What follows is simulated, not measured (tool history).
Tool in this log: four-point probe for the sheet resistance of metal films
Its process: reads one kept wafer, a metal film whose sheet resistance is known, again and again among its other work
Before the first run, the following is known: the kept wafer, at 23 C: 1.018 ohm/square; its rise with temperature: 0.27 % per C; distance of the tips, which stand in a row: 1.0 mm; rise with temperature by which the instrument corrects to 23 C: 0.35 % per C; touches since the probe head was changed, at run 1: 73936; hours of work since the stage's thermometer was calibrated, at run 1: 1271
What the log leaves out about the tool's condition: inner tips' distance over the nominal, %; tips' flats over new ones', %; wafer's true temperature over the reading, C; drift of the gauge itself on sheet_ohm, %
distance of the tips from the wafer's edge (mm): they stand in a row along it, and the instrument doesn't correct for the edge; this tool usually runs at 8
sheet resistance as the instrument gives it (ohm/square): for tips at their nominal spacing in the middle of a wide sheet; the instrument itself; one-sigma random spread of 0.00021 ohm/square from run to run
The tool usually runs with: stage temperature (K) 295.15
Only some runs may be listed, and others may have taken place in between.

run	hour	stage temperature (K)	distance of the tips from the wafer's edge (mm)	touches since the probe head was changed	hours of work since the stage's thermometer was calibrated	sheet resistance as the instrument gives it (ohm/square)
1	0	295.15	8	73936	1271	1.041357
2	63.6	295.15	8	75439	1319	1.04172
3	142.9	295.15	8	77310	1379	1.041912
4	225.6	295.15	8	79264	1441	1.041981
5	313.4	295.15	8	81338	1507	1.042523
6	410.2	295.15	8	83623	1580	1.043139
7	506.9	295.15	8	85907	1653	1.043153
8	567.7	295.15	8	87345	1698	1.043589
9	642.6	295.15	8	89113	1755	1.043814
10	714.8	295.15	5	90818	1809	1.057588
11	800.4	295.15	5	92839	1873	1.057928
12	916	295.15	5	95569	1960	1.058193
13	970.2	295.15	5	96850	2001	1.058005
14	1067	295.15	5	99136	2074	1.058438
# hour 1140.7: new probe head fitted
# hour 1150.2: stage's thermometer calibrated
15	1151.6	295.15	5	246	1	1.034043
16	1200.7	298.15	38	1406	38	1.010587
17	1289.9	298.15	38	3513	105	1.010888
18	1374.1	301.15	71	5501	168	1.008433
# hour 1440.6: stage's thermometer calibrated, once more
19	1453.6	301.15	8	7368	10	1.014584
20	1571.5	301.15	7	10152	98	1.017736

The next listed run, before its measurement:
21	1634.9	301.15	6	11649	146	?

sheet resistance as the instrument gives it (ohm/square): 1.022135
Had the tool carried no hidden state, the very same run would have given sheet resistance as the instrument gives it (ohm/square) 1.029.
